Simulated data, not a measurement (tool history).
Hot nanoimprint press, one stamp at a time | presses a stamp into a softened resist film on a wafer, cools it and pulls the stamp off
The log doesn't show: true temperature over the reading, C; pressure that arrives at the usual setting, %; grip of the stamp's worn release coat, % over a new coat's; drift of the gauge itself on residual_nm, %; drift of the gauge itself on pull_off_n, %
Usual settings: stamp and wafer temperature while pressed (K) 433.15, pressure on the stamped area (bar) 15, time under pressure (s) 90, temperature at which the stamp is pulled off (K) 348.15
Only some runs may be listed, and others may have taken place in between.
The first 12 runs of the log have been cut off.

| run | day | stamp and wafer temperature while pressed (K) | pressure on the stamped area (bar) | time under pressure (s) | temperature at which the stamp is pulled off (K) | hours of work since the thermocouple was calibrated | imprints on the stamp's release coat | hours of work since the press's seals were changed | resist left under the stamp's widest pad (Å) | greatest force while the stamp is pulled off (N) |
|---|---|---|---|---|---|---|---|---|---|---|
| 13 | 13.367 | 433.15 | 15 | 90 | 348.15 | 226 | 1854 | 787 | 1058 | 112 |
| 14 | 14.788 | 433.15 | 15 | 147 | 348.15 | 250 | 1959 | 811 | 898 | 110 |
|  | 15.654 | plate thermocouple calibrated |
| 15 | 15.767 | 433.15 | 15 | 90 | 341.15 | 2 | 2022 | 826 | 1062 | 121 |
| 16 | 17.025 | 433.15 | 15 | 90 | 341.15 | 23 | 2115 | 847 | 1075 | 119 |
| 17 | 18.058 | 433.15 | 15 | 89 | 348.15 | 41 | 2191 | 864 | 1077 | 109 |
| 18 | 19.108 | 433.15 | 15 | 89 | 348.15 | 58 | 2269 | 882 | 1069 | 109 |
| 19 | 20.175 | 429.15 | 13.7 | 76 | 349.15 | 76 | 2348 | 900 | 1320 | 107 |
| 20 | 20.883 | 429.15 | 15.5 | 76 | 338.15 | 88 | 2400 | 912 | 1245 | 120 |
|  | 21.271 | stamp cleaned and given a new release coat |
| 21 | 22.3 | 429.15 | 15.5 | 54 | 338.15 | 108 | 76 | 932 | 1369 | 121 |
| 22 | 23.588 | 429.15 | 15.5 | 54 | 338.15 | 130 | 171 | 953 | 1374 | 117 |
| 23 | 24.417 | 429.15 | 15.5 | 80 | 353.15 | 144 | 232 | 968 | 1236 | 100 |

For run 24, what comes out?
| 24 | 25.567 | 429.15 | 10.1 | 69 | 353.15 | 163 | 317 | 987 | ? | ? |

resist left under the stamp's widest pad (Å): 1466
greatest force while the stamp is pulled off (N): 97
Take away the tool's hidden state, keep the run-to-run variation as it was, and the same run would have given resist left under the stamp's widest pad (Å) 1467, greatest force while the stamp is pulled off (N) 97.
